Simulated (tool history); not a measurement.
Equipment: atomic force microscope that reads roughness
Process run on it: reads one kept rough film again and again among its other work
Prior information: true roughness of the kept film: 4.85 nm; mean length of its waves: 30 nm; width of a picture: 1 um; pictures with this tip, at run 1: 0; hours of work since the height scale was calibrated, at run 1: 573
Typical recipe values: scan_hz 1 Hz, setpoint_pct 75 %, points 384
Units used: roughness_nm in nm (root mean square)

| run | hour | scan_hz | setpoint_pct | points | pictures with this tip | hours of work since the height scale was calibrated | roughness_nm |
|---|---|---|---|---|---|---|---|
| 1 | 0 | 1 | 75 | 384 | 0 | 573 | 3.819 |
| 2 | 52.7 | 1 | 75 | 384 | 89 | 608 | 3.8 |
| 3 | 106.9 | 0.59 | 75 | 384 | 181 | 645 | 3.834 |
|  | 149.7 | new tip fitted |
| 4 | 149.7 | 0.59 | 75 | 384 | 0 | 673 | 3.885 |
| 5 | 175.3 | 1.75 | 75 | 384 | 43 | 690 | 3.647 |
| 6 | 214.9 | 1.75 | 75 | 384 | 110 | 717 | 3.7 |
| 7 | 250.1 | 1 | 75 | 384 | 170 | 740 | 3.792 |
|  | 299.2 | new tip fitted |
| 8 | 305.2 | 1 | 74 | 384 | 10 | 777 | 3.783 |
| 9 | 331.7 | 1 | 74 | 384 | 55 | 794 | 3.814 |
| 10 | 371.8 | 2.44 | 75 | 384 | 122 | 821 | 3.544 |
| 11 | 418.1 | 2.44 | 75 | 384 | 200 | 852 | 3.566 |
|  | 448.4 | new tip fitted |
| 12 | 459.9 | 2.44 | 75 | 384 | 19 | 880 | 3.576 |
| 13 | 494 | 2.44 | 75 | 384 | 77 | 902 | 3.574 |
| 14 | 538.3 | 2.44 | 75 | 384 | 152 | 932 | 3.579 |
| 15 | 581.7 | 2.44 | 75 | 384 | 225 | 961 | 3.546 |
|  | 596.8 | new tip fitted |
| 16 | 621 | 1 | 75 | 341 | 41 | 987 | 3.786 |
| 17 | 673.9 | 1 | 75 | 341 | 130 | 1022 | 3.798 |
| 18 | 714 | 1 | 82 | 384 | 198 | 1049 | 3.74 |
|  | 747.9 | new tip fitted |
| 19 | 759.9 | 1 | 75 | 384 | 20 | 1080 | 3.801 |
| 20 | 794.2 | 1 | 86 | 384 | 78 | 1102 | 3.678 |
| 21 | 840.8 | 1 | 75 | 404 | 157 | 1134 | 3.771 |
| 22 | 881.1 | 1 | 75 | 384 | 225 | 1161 | 3.791 |
|  | 897.6 | new tip fitted |
| 23 | 913 | 1 | 75 | 505 | 26 | 1182 | 3.822 |
| 24 | 961.9 | 1 | 75 | 505 | 109 | 1214 | 3.824 |
| 25 | 1000.8 | 1 | 75 | 505 | 174 | 1240 | 3.82 |
| 26 | 1038.4 | 2.66 | 75 | 505 | 238 | 1265 | 3.565 |
|  | 1048.5 | new tip fitted |
| 27 | 1063.9 | 2.66 | 75 | 505 | 26 | 1282 | 3.583 |
| 28 | 1118.1 | 2.66 | 70 | 505 | 117 | 1318 | 3.67 |
| 29 | 1156.2 | 2.66 | 81 | 573 | 182 | 1344 | 3.433 |
| 30 | 1195.2 | 1.25 | 86 | 274 | 248 | 1370 | 3.595 |
|  | 1200.5 | new tip fitted |
| 31 | 1238 | 1.25 | 86 | 274 | 63 | 1398 | 3.589 |
| 32 | 1265.1 | 1 | 66 | 484 | 109 | 1416 | 3.874 |
| 33 | 1301.3 | 0.74 | 75 | 432 | 170 | 1440 | 3.845 |
| 34 | 1344.9 | 0.74 | 75 | 432 | 244 | 1470 | 3.852 |
|  | 1348.9 | new tip fitted |
| 35 | 1400.1 | 3.77 | 65 | 384 | 87 | 1506 | 3.64 |
| 36 | 1430.8 | 1.91 | 75 | 384 | 139 | 1527 | 3.67 |
| 37 | 1478.6 | 1.91 | 75 | 384 | 219 | 1559 | 3.649 |
|  | 1497.3 | new tip fitted |
| 38 | 1529 | 1.91 | 75 | 384 | 54 | 1592 | 3.676 |
|  | 1543.1 | height scale calibrated on a step standard |
| 39 | 1555.8 | 0.61 | 82 | 384 | 97 | 8 | 3.774 |
| 40 | 1612.9 | 0.61 | 82 | 384 | 194 | 47 | 3.819 |
|  | 1649 | new tip fitted |
| 41 | 1651 | 0.61 | 82 | 384 | 3 | 72 | 3.806 |
| 42 | 1695.8 | 1.51 | 72 | 384 | 79 | 102 | 3.756 |
| 43 | 1734.3 | 1.49 | 78 | 384 | 144 | 127 | 3.675 |
| 44 | 1765.6 | 1 | 69 | 384 | 197 | 148 | 3.85 |
|  | 1799 | new tip fitted |
| 45 | 1820 | 1.53 | 80 | 384 | 36 | 184 | 3.611 |
| 46 | 1850 | 3.81 | 75 | 319 | 86 | 204 | 3.352 |
| 47 | 1908.4 | 3.7 | 73 | 319 | 185 | 244 | 3.444 |
|  | 1948.6 | new tip fitted |
| 48 | 1959.9 | 3.7 | 73 | 669 | 19 | 278 | 3.483 |
| 49 | 2011.1 | 2.79 | 75 | 342 | 106 | 312 | 3.538 |
| 50 | 2038.5 | 2.63 | 66 | 701 | 152 | 330 | 3.691 |
| 51 | 2067.8 | 2.63 | 66 | 701 | 201 | 350 | 3.756 |

What differs in the tool's unlogged condition from the final listed run ahead of each entry between runs to the first listed run following it?
After run 3, before run 4: new tip fitted (hour 149.7)
  radius of the tip, nm: 10.1 -> 10
After run 7, before run 8: new tip fitted (hour 299.2)
  radius of the tip, nm: 10.1 -> 10
After run 11, before run 12: new tip fitted (hour 448.4)
  radius of the tip, nm: 10.1 -> 10
After run 15, before run 16: new tip fitted (hour 596.8)
  radius of the tip, nm: 10.2 -> 10
After run 18, before run 19: new tip fitted (hour 747.9)
  radius of the tip, nm: 10.2 -> 10
After run 22, before run 23: new tip fitted (hour 897.6)
  radius of the tip, nm: 10.2 -> 10
After run 26, before run 27: new tip fitted (hour 1048.5)
  radius of the tip, nm: 10.2 -> 10
After run 30, before run 31: new tip fitted (hour 1200.5)
  radius of the tip, nm: 10.2 -> 10
After run 34, before run 35: new tip fitted (hour 1348.9)
  radius of the tip, nm: 10.2 -> 10.1
After run 37, before run 38: new tip fitted (hour 1497.3)
  radius of the tip, nm: 10.2 -> 10; height scale over the true one, %: 0.01 -> 0.02
After run 38, before run 39: height scale calibrated on a step standard (hour 1543.1)
  radius of the tip, nm: 10 -> 10.1; height scale over the true one, %: 0.02 -> 0
After run 40, before run 41: new tip fitted (hour 1649)
  radius of the tip, nm: 10.1 -> 10
After run 44, before run 45: new tip fitted (hour 1799)
  radius of the tip, nm: 10.1 -> 10
After run 47, before run 48: new tip fitted (hour 1948.6)
  radius of the tip, nm: 10.1 -> 10
